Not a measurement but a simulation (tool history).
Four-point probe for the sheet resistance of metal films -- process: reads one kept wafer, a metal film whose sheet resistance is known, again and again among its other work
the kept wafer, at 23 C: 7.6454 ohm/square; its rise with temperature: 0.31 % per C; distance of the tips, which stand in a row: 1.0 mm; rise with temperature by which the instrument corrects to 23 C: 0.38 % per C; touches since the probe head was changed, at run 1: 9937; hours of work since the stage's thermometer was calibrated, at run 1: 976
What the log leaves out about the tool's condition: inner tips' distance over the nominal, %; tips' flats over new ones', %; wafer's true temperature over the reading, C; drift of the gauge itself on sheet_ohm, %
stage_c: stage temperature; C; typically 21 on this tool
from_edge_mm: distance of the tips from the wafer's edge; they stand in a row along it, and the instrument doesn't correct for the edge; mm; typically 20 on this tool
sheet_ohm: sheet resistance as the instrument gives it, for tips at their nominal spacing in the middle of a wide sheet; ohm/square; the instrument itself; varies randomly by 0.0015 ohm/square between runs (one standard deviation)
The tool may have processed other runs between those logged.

run	hour	stage_c	from_edge_mm	touches since the probe head was changed	hours of work since the stage's thermometer was calibrated	sheet_ohm
1	0	21	20	9937	976	7.687169
2	21.6	21	20	10243	991	7.689866
3	65.7	21	20	10868	1020	7.687692
4	96.9	21	20	11310	1041	7.69284
5	133.8	21	11	11833	1066	7.715404
6	169.4	21	11	12338	1090	7.715973
7	214.7	21	11	12979	1121	7.71573
8	234.9	21	20	13265	1134	7.690594
9	266.6	21	20	13713	1156	7.695325
10	297.2	21	20	14147	1176	7.69437
11	346.4	21	55	14845	1209	7.684229
12	366.4	21	55	15127	1223	7.686912
13	393.8	21	27	15516	1241	7.694364
14	424.1	21	7	15945	1262	7.767937
15	450	21	20	16311	1279	7.696126
16	492.2	21	20	16910	1308	7.69713
17	514.9	21	20	17231	1323	7.698522
18	535.3	21	20	17520	1337	7.698065
19	561.6	21	20	17892	1354	7.699083
20	593.5	21	20	18345	1376	7.699303
21	628.9	21	20	18846	1400	7.699558
22	655.4	21	42	19222	1418	7.694451
23	687.5	21	42	19677	1439	7.689985
24	721.4	18	8	20157	1462	7.771115
25	742	21	10	20448	1476	7.731586
26	777.3	27	59	20948	1500	7.66374
27	802.2	20	12	21301	1516	7.723457
28	839.3	20	12	21827	1541	7.727536
29	870	20	12	22261	1562	7.727021
30	901.4	28	12	22707	1583	7.68524
31	922.2	29	24	23001	1597	7.66154
32	946.6	29	24	23346	1614	7.661413
33	991.2	25	13	23978	1644	7.699862
34	1014	25	13	24302	1659	7.698884
35	1058.1	25	13	24926	1689	7.699595
36	1093.2	25	6	25424	1712	7.789823
37	1116.1	23	6	25748	1728	7.799289
38	1144.1	33	50	26144	1747	7.636804
39	1185.7	24	4	26734	1775	7.933082
40	1223	18	8	27262	1800	7.777006
41	1245.4	30	8	27579	1815	7.719811
42	1286.5	22	5	28161	1842	7.857743
43	1334.8	22	38	28845	1875	7.693685
44	1365.2	22	11	29276	1895	7.726205
45	1408.2	20	46	29886	1924	7.70808

Here are 3 independent what-if runs from the current tool condition. What would each one return?
A	1428.9	20	20	30179	1938	?
B	1428.9	25	9	30179	1938	?
C	1428.9	32	23	30179	1938	?

run	sheet_ohm
A	7.715375
B	7.729191
C	7.657115
Had the tool no hidden state, the same runs would have come out as:
run	sheet_ohm
A	7.66981
B	7.683806
C	7.612474
